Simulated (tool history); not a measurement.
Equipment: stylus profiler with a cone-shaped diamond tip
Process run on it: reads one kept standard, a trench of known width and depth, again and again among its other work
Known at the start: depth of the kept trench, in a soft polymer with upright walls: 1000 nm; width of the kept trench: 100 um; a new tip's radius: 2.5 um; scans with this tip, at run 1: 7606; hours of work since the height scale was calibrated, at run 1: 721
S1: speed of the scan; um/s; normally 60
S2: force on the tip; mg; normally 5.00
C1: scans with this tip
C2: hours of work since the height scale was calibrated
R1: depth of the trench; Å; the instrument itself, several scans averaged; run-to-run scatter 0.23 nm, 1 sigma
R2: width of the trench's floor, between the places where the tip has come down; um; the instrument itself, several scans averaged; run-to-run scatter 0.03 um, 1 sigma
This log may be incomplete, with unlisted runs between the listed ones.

run   hour   S1     S2     C1   C2       R1     R2
  1    0.0   60   5.00   7606  721  10164.0  94.12
  2   25.6   60  11.29   7750  735  10304.2  94.18
  3   42.0   60  11.29   7842  744  10297.4  94.07
  4   61.0   60  11.29   7949  754  10303.8  94.09
  5   89.2   60  11.29   8108  769  10299.4  94.09
  6  103.4   60  11.81   8188  777  10306.2  94.05
  7  123.1   60  11.81   8299  787  10308.1  94.06
  8  147.7   80   5.00   8438  800  10156.5  93.82
  9  171.8   80   5.00   8573  813  10161.5  93.79
 10  199.0   60   2.70   8727  828  10096.4  93.80
 11  218.2   60   5.00   8835  838  10159.9  93.81
 12  239.8   60   5.00   8957  849  10156.3  93.78
 13  266.5   60   5.00   9107  864  10160.6  93.80
 14  280.1   60   5.40   9184  871  10166.8  93.80
 15  306.7   18   5.00   9334  885  10160.5  93.90
 16  328.0   60   1.79   9454  897  10066.2  93.55
 17  354.5   60   5.00   9603  911  10156.7  93.70
 18  368.5   60   5.00   9682  918  10157.6  93.66
     371.0  -- height scale calibrated on a step standard
 19  382.5  226  10.94   9758    6  10276.2  93.34
 20  402.3  226  10.94   9869   17  10274.7  93.26
 21  424.3  226  10.94   9994   29  10277.1  93.20
 22  448.6  211   9.60  10130   41  10250.4  93.22
     459.4  -- height scale calibrated on a step standard, once more
 23  475.3   25   3.31  10278    9  10147.1  93.70
 24  492.8   23   6.41  10377   18  10227.7  93.76
 25  518.7   61   8.03  10523   32  10268.1  93.54
 26  547.8   75  14.39  10687   47  10383.8  93.60
 27  576.0   25   8.21  10845   62  10270.1  93.64
 28  592.6   25   8.21  10939   71  10265.1  93.73
 29  621.9   60   9.65  11104   87  10299.0  93.58
 30  650.6   60   6.52  11266  102  10222.7  93.45
 31  671.3   18  10.33  11382  113  10307.2  93.65
     690.6  -- new tip fitted, height scale calibrated
 32  699.3   17  14.18     49    5  10377.2  95.86
 33  722.2   40   4.31    178   17  10168.2  95.73

What differs in the tool's unlogged condition from the final listed run ahead of each entry between runs to the first listed run following it?
Logged between run 18 and run 19: height scale calibrated on a step standard (hour 371.0)
  radius of the tip, um: 5.05 -> 5.08; height scale over the true one, %: -0.286 -> -0.406
  measured minus no-state result, R1: -29.2 -> -41.9 Å; R2: -2.03 -> -2.05 um
Logged between run 22 and run 23: height scale calibrated on a step standard, once more (hour 459.4)
  radius of the tip, um: 5.17 -> 5.21; height scale over the true one, %: -0.417 -> 0.042
  measured minus no-state result, R1: -42.9 -> +4.2 Å; R2: -2.12 -> -2.14 um
Logged between run 31 and run 32: new tip fitted, height scale calibrated (hour 690.6)
  radius of the tip, um: 5.5 -> 2.55; height scale over the true one, %: 0.01 -> -0.014
  measured minus no-state result, R1: +1.0 -> -1.5 Å; R2: -2.33 -> -0.04 um
